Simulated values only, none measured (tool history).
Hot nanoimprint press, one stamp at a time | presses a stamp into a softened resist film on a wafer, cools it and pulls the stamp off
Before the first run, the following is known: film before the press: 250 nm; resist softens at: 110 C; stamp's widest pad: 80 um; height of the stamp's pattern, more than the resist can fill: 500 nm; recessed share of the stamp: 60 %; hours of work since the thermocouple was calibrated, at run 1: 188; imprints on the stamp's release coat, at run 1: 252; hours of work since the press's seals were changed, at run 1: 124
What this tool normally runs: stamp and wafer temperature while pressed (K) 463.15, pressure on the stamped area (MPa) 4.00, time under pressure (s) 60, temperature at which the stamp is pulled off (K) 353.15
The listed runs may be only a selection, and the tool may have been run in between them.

| run | day | stamp and wafer temperature while pressed (K) | pressure on the stamped area (MPa) | time under pressure (s) | temperature at which the stamp is pulled off (K) | hours of work since the thermocouple was calibrated | imprints on the stamp's release coat | hours of work since the press's seals were changed | resist left under the stamp's widest pad (nm) | greatest force while the stamp is pulled off (N) |
|---|---|---|---|---|---|---|---|---|---|---|
| 1 | 0.000 | 463.15 | 4.00 | 60 | 353.15 | 188 | 252 | 124 | 114.0 | 238 |
| 2 | 0.217 | 463.15 | 4.00 | 60 | 358.15 | 191 | 272 | 127 | 114.0 | 200 |
| 3 | 0.467 | 463.15 | 4.00 | 60 | 358.15 | 194 | 294 | 130 | 113.6 | 202 |
| 4 | 0.646 | 463.15 | 4.00 | 60 | 353.15 | 197 | 310 | 132 | 113.6 | 239 |
| 5 | 0.962 | 465.15 | 4.00 | 60 | 353.15 | 200 | 338 | 136 | 104.1 | 236 |
| 6 | 1.300 | 465.15 | 4.00 | 60 | 353.15 | 205 | 368 | 140 | 103.5 | 238 |
| 7 | 1.596 | 463.15 | 4.00 | 70 | 353.15 | 208 | 395 | 144 | 106.9 | 232 |
| 8 | 1.850 | 452.15 | 4.00 | 60 | 353.15 | 212 | 418 | 147 | 178.2 | 239 |
| 9 | 2.162 | 452.15 | 4.00 | 60 | 353.15 | 215 | 445 | 151 | 178.2 | 238 |
| 10 | 2.521 | 452.15 | 4.00 | 60 | 353.15 | 220 | 477 | 156 | 177.5 | 238 |
| 11 | 2.875 | 452.15 | 4.00 | 60 | 353.15 | 224 | 509 | 160 | 177.8 | 240 |
| 12 | 3.029 | 452.15 | 4.00 | 60 | 353.15 | 226 | 523 | 162 | 177.9 | 238 |
| 13 | 3.183 | 452.15 | 6.00 | 59 | 353.15 | 228 | 537 | 164 | 159.2 | 237 |
| 14 | 3.462 | 474.15 | 3.19 | 74 | 349.15 | 232 | 561 | 167 | 67.8 | 262 |
| 15 | 3.750 | 474.15 | 3.19 | 74 | 349.15 | 235 | 587 | 171 | 67.6 | 265 |
| 16 | 4.038 | 474.15 | 3.19 | 82 | 361.15 | 239 | 613 | 175 | 64.2 | 181 |
| 17 | 4.254 | 463.15 | 4.00 | 62 | 353.15 | 242 | 632 | 177 | 111.0 | 239 |
| 18 | 4.583 | 451.15 | 4.89 | 62 | 353.15 | 246 | 662 | 181 | 171.8 | 235 |
| 19 | 4.900 | 456.15 | 2.92 | 75 | 354.15 | 250 | 690 | 185 | 156.5 | 229 |
| 20 | 5.217 | 466.15 | 4.11 | 31 | 350.15 | 254 | 718 | 189 | 124.6 | 256 |
|  | 5.517 | gauge calibrated |
| 21 | 5.562 | 475.15 | 3.21 | 51 | 342.15 | 258 | 749 | 194 | 77.1 | 311 |

Below, each run's measurement less what the same run would have read without the hidden state. Both values contain the same run-to-run variation, but the gauge's scatter may not be the same in both:
Hidden conditions of the tool in this case: true temperature over the reading, C; pressure that arrives at the usual setting, %; grip of the stamp's worn release coat, % over a new coat's; drift of the gauge itself on residual_nm, %; drift of the gauge itself on pull_off_n, %.
| run | resist left under the stamp's widest pad (nm) |
|---|---|
| 1 | +0.0 |
| 2 | -0.1 |
| 3 | -0.2 |
| 4 | -0.4 |
| 5 | -0.4 |
| 6 | -0.6 |
| 7 | -0.6 |
| 8 | -1.2 |
| 9 | -1.4 |
| 10 | -1.7 |
| 11 | -2.0 |
| 12 | -2.0 |
| 13 | -1.9 |
| 14 | -0.9 |
| 15 | -1.0 |
| 16 | -1.0 |
| 17 | -1.7 |
| 18 | -2.9 |
| 19 | -2.8 |
| 20 | -2.4 |
| 21 | +0.0 |
greatest force while the stamp is pulled off (N): within 1 of the measured result in every run.
